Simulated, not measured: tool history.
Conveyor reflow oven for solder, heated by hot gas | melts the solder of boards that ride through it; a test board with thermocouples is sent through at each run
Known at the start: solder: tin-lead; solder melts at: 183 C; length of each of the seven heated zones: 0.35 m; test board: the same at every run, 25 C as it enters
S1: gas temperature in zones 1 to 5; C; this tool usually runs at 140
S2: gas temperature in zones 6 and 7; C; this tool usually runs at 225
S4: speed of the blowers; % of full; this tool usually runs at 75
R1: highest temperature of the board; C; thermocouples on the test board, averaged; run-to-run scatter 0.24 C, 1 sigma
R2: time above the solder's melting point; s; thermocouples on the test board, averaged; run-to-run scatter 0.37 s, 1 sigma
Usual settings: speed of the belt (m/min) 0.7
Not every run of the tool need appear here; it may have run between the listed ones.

run 1 day=0 | S1=140 S2=225 speed_of_the_belt_(m/min)=0.7 S4=75 | R1=213.8 R2=44.1
run 2 day=0.942 | S1=135 S2=225 speed_of_the_belt_(m/min)=0.7 S4=75 | R1=213 R2=41.8
-- day=1.308 flux residue cleaned out of gas plates and filters
run 3 day=1.962 | S1=140 S2=225 speed_of_the_belt_(m/min)=0.7 S4=75 | R1=213.9 R2=44.6
run 4 day=2.733 | S1=140 S2=225 speed_of_the_belt_(m/min)=0.7 S4=58 | R1=209.7 R2=40.1
run 5 day=3.517 | S1=140 S2=225 speed_of_the_belt_(m/min)=0.7 S4=58 | R1=208.6 R2=40.4
run 6 day=3.921 | S1=140 S2=225 speed_of_the_belt_(m/min)=0.7 S4=58 | R1=209 R2=39.3
run 7 day=4.854 | S1=140 S2=225 speed_of_the_belt_(m/min)=0.7 S4=58 | R1=209.2 R2=39.6
run 8 day=5.275 | S1=140 S2=225 speed_of_the_belt_(m/min)=0.7 S4=75 | R1=214 R2=44.6
run 9 day=6.133 | S1=140 S2=225 speed_of_the_belt_(m/min)=0.7 S4=75 | R1=213.9 R2=44.4
run 10 day=7.046 | S1=140 S2=225 speed_of_the_belt_(m/min)=0.7 S4=75 | R1=213.8 R2=44.1
run 11 day=7.475 | S1=140 S2=225 speed_of_the_belt_(m/min)=0.7 S4=75 | R1=213.9 R2=45
-- day=7.896 thermocouples of zones 6 and 7 changed
run 12 day=8.483 | S1=140 S2=225 speed_of_the_belt_(m/min)=0.7 S4=75 | R1=214 R2=44.5
run 13 day=9.375 | S1=140 S2=227 speed_of_the_belt_(m/min)=0.7 S4=55 | R1=209.9 R2=39.9
run 14 day=9.992 | S1=140 S2=227 speed_of_the_belt_(m/min)=0.7 S4=55 | R1=209.9 R2=40.3
run 15 day=10.529 | S1=144 S2=227 speed_of_the_belt_(m/min)=0.7 S4=57 | R1=211.4 R2=42.7
run 16 day=11.442 | S1=144 S2=227 speed_of_the_belt_(m/min)=0.7 S4=57 | R1=211.1 R2=42.3
run 17 day=12.067 | S1=144 S2=227 speed_of_the_belt_(m/min)=0.7 S4=57 | R1=211.3 R2=42.4
run 18 day=12.938 | S1=144 S2=227 speed_of_the_belt_(m/min)=0.7 S4=57 | R1=211.2 R2=42.7
run 19 day=13.717 | S1=144 S2=214 speed_of_the_belt_(m/min)=0.7 S4=57 | R1=200.8 R2=33.9
run 20 day=14.467 | S1=147 S2=214 speed_of_the_belt_(m/min)=0.7 S4=78 | R1=205.5 R2=41.5

What if the next run were any one of these 4? Each begins from the tool's condition after run 20:
run A day=15.412 | S1=150 S2=214 speed_of_the_belt_(m/min)=0.7 S4=78 | R1=? R2=?
run B day=15.412 | S1=140 S2=225 speed_of_the_belt_(m/min)=0.623 S4=75 | R1=? R2=?
run C day=15.412 | S1=133 S2=225 speed_of_the_belt_(m/min)=0.816 S4=78 | R1=? R2=?
run D day=15.412 | S1=140 S2=221 speed_of_the_belt_(m/min)=0.7 S4=60 | R1=? R2=?

run=A R1=205.7 R2=42.5
run=B R1=216.2 R2=51.8
run=C R1=209.7 R2=32.8
run=D R1=206.3 R2=38.4
The same runs, with their run-to-run variation unchanged, on a tool lacking any hidden condition would have given:
run=A R1=205.7 R2=42.5
run=B R1=216.2 R2=51.8
run=C R1=209.7 R2=32.8
run=D R1=206.3 R2=38.4

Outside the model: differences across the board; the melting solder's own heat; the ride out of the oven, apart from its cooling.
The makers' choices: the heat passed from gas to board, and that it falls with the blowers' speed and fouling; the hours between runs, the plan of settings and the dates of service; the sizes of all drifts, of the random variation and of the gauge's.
